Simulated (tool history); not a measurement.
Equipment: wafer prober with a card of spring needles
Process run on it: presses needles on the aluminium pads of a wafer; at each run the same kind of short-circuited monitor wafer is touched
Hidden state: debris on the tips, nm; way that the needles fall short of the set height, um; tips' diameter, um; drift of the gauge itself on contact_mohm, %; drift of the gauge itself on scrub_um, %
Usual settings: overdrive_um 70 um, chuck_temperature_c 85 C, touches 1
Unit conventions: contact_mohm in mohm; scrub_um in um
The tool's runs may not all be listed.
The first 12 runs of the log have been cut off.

run     day  overdrive_um  chuck_temperature_c  touches  touches since the tips were cleaned  cleanings since the card got new needles  touches since the first contact's height was set  contact_mohm  scrub_um
      4.088  -- tips cleaned on abrasive film
      4.338  -- tips cleaned on abrasive film
 13   4.379            70                   85        1                                  349                                        19                                             42706           162     12.85
      4.608  -- tips cleaned on abrasive film
 14   4.800            70                   85        1                                 1722                                        20                                             46463           174     12.84
      4.883  -- tips cleaned on abrasive film
      5.142  -- tips cleaned on abrasive film
 15   5.192            70                   85        1                                  425                                        22                                             49904           164     12.81
      5.383  -- tips cleaned on abrasive film
 16   5.508            70                   27        2                                 1161                                        23                                             52749           157     12.79
      5.629  -- tips cleaned on abrasive film
      5.871  -- tips cleaned on abrasive film
 17   5.875            70                   85        2                                    9                                        25                                             55945           161     12.77
      6.112  -- tips cleaned on abrasive film
      6.358  -- tips cleaned on abrasive film
 18   6.379            56                   85        3                                  189                                        27                                             60429           164     10.14
      6.608  -- tips cleaned on abrasive film
 19   6.608            56                   85        3                                    0                                        28                                             62451           166     10.12
      6.850  -- tips cleaned on abrasive film
 20   6.921            70                   85        1                                  628                                        29                                             65222           166     12.75
      7.108  -- tips cleaned on abrasive film
 21   7.200            79                   54        3                                  816                                        30                                             67672           156     14.41
      7.383  -- tips cleaned on abrasive film
      7.633  -- tips cleaned on abrasive film
 22   7.642            79                   54        3                                   61                                        32                                             71575           154     14.34
      7.879  -- tips cleaned on abrasive film
      8.142  -- tips cleaned on abrasive film
 23   8.158            65                   67        1                                  141                                        34                                             76144           162     11.70
      8.388  -- tips cleaned on abrasive film
 24   8.400            71                   90        1                                   97                                        35                                             78284           164     12.83
      8.629  -- tips cleaned on abrasive film
 25   8.817            71                   90        1                                 1691                                        36                                             82015           175     12.85
      8.892  -- tips cleaned on abrasive film
 26   9.046            70                   90        3                                 1383                                        37                                             84035           165     12.56
      9.138  -- tips cleaned on abrasive film
 27   9.342            85                   53        3                                 1833                                        38                                             86648           156     15.41
      9.400  -- tips cleaned on abrasive film
      9.658  -- tips cleaned on abrasive film
 28   9.850            70                   85        2                                 1738                                        40                                             91157           169     12.54
      9.908  -- tips cleaned on abrasive film
     10.167  -- tips cleaned on abrasive film
 29  10.212            82                  105        1                                  417                                        42                                             94337           164     14.79
     10.408  -- tips cleaned on abrasive film
 30  10.450            82                  105        1                                  382                                        43                                             96436           165     14.78

Predict each of these 4 candidate next runs independently; none follows another, all start after run 30:
     10.650  -- tips cleaned on abrasive film
  A  10.754            67                  107        2                                  925                                        44                                             99145             ?         ?
     10.650  -- tips cleaned on abrasive film
  B  10.754            71                   99        2                                  925                                        44                                             99145             ?         ?
     10.650  -- tips cleaned on abrasive film
  C  10.754            64                   57        1                                  925                                        44                                             99145             ?         ?
     10.650  -- tips cleaned on abrasive film
  D  10.754            82                  105        2                                  925                                        44                                             99145             ?         ?

run  contact_mohm  scrub_um
  A           173     11.97
  B           169     12.78
  C           169     11.47
  D           167     14.77
Without the tool's hidden state the same runs would have given:
run  contact_mohm  scrub_um
  A           165     12.54
  B           161     13.34
  C           155     12.04
  D           162     15.34
